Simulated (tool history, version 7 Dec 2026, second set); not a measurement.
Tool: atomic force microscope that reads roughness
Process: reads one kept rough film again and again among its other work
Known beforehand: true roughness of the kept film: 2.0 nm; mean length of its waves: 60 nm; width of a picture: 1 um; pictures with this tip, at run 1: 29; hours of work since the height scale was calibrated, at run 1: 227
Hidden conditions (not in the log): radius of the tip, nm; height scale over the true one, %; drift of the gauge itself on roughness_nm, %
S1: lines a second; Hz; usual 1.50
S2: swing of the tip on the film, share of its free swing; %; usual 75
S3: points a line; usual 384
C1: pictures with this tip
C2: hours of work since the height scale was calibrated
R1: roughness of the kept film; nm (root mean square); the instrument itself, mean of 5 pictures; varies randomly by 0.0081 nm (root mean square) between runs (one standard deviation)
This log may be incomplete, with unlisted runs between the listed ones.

run	hour	S1	S2	S3	C1	C2	R1
1	0.0	1.50	75	384	29	227	1.767
2	7.9	1.50	75	384	47	232	1.736
3	14.3	1.50	75	384	61	237	1.734
4	22.9	1.50	75	384	81	243	1.705
5	28.7	1.50	75	384	94	247	1.705
# hour 33.4: new tip fitted
6	35.5	1.50	75	384	4	251	1.778
7	39.5	1.50	66	384	13	254	1.850
8	46.2	1.50	75	384	29	258	1.737
9	54.1	1.50	75	384	47	264	1.752
10	61.0	1.50	75	384	62	268	1.725
11	67.9	1.50	75	384	78	273	1.716
12	72.5	0.58	81	346	88	276	1.792
# hour 79.9: new tip fitted
13	80.0	1.12	77	384	0	281	1.818
14	86.6	0.91	59	376	16	286	1.905
15	93.2	0.55	86	313	31	290	1.816
16	100.6	2.49	65	418	47	295	1.760
17	105.0	1.06	76	418	57	298	1.772
18	109.4	2.94	58	303	67	301	1.771
19	116.1	0.67	56	464	83	306	1.893
20	124.6	1.50	89	384	102	311	1.538
# hour 125.8: new tip fitted
21	133.4	1.50	71	384	17	317	1.803

What if the next run were any one of these 5? Each begins from the tool's condition after run 21:
A	141.0	2.99	71	293	34	322	?
B	141.0	0.65	81	295	34	322	?
C	141.0	1.03	72	384	34	322	?
D	141.0	1.50	84	384	34	322	?
E	141.0	1.50	88	384	34	322	?

run	R1
A	1.643
B	1.822
C	1.823
D	1.654
E	1.609
Without the tool's unlogged condition, the same runs would have read:
run	R1
A	1.663
B	1.844
C	1.846
D	1.674
E	1.629
